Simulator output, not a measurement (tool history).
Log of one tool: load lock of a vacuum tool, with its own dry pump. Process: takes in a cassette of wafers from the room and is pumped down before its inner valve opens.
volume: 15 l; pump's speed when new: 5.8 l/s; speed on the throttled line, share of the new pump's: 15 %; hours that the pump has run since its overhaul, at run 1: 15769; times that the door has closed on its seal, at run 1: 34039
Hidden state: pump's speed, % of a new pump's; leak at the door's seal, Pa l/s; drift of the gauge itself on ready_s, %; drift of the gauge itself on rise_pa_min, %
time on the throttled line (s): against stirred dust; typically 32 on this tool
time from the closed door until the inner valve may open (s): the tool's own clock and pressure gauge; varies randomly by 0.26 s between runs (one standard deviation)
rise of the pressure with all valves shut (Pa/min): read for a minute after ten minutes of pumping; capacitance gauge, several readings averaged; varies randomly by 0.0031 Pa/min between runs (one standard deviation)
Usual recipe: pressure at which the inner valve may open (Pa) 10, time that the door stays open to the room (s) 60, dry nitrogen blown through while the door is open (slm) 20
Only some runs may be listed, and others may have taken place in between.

run	day	time on the throttled line (s)	pressure at which the inner valve may open (Pa)	time that the door stays open to the room (s)	dry nitrogen blown through while the door is open (slm)	hours that the pump has run since its overhaul	times that the door has closed on its seal	incoming humidity of the room's air, %	time from the closed door until the inner valve may open (s)	rise of the pressure with all valves shut (Pa/min)
1	0.000	32	10	60	20	15769	34039	43.4	55.2	0.216
2	21.350	32	10	60	20	16281	36599	43.5	54.5	0.234
3	36.025	32	10	60	20	16633	38357	46.0	54.5	0.247
4	55.888	32	10	60	20	17110	40738	46.7	54.9	0.264
5	71.296	32	10	60	20	17480	42585	43.7	55.2	0.275
6	83.454	32	10	60	20	17771	44042	46.0	55.6	0.278
7	105.038	32	10	60	20	18289	46629	43.0	55.3	0.298
8	124.504	22	10	60	20	18757	48962	44.6	47.3	0.319
# day 129.500: dry pump taken out, an overhauled one fitted
9	139.212	22	10	60	20	233	50696	44.5	43.1	0.338
10	154.354	52	10	60	20	597	52511	45.6	68.6	0.357
11	173.871	52	10	60	20	1065	54850	45.0	67.9	0.376
12	190.921	52	10	60	20	1474	56894	44.6	68.4	0.395
13	199.779	31	8	60	11	1687	57956	43.7	51.3	0.407
14	218.071	32	9	99	20	2126	60148	45.4	52.1	0.421
15	231.525	48	9	165	20	2449	61760	47.3	65.6	0.472
16	245.458	33	16	60	5	2783	63430	41.0	51.0	0.457
17	254.946	33	16	60	5	3011	64568	45.8	51.0	0.485
18	272.004	28	9	60	20	3420	66612	45.1	48.9	0.485
19	285.588	58	10	60	9	3746	68241	45.1	74.2	0.511
20	303.208	32	10	60	27	4169	70353	44.7	52.0	0.511

5 options for the next run, each taken on its own from the tool as it stands now. Forecast them:
A	318.317	51	18	60	12	4532	72164	43.8	?	?
B	318.317	23	19	60	27	4532	72164	45.9	?	?
C	318.317	33	7	162	20	4532	72164	45.0	?	?
D	318.317	26	10	54	16	4532	72164	46.0	?	?
E	318.317	32	17	206	21	4532	72164	42.6	?	?

run	time from the closed door until the inner valve may open (s)	rise of the pressure with all valves shut (Pa/min)
A	66.2	0.558
B	42.6	0.545
C	54.4	0.583
D	47.0	0.543
E	50.6	0.589
Had the tool no hidden state, the same runs would have come out as:
run	time from the closed door until the inner valve may open (s)	rise of the pressure with all valves shut (Pa/min)
A	65.6	0.070
B	41.9	0.059
C	53.5	0.093
D	46.2	0.057
E	49.8	0.097
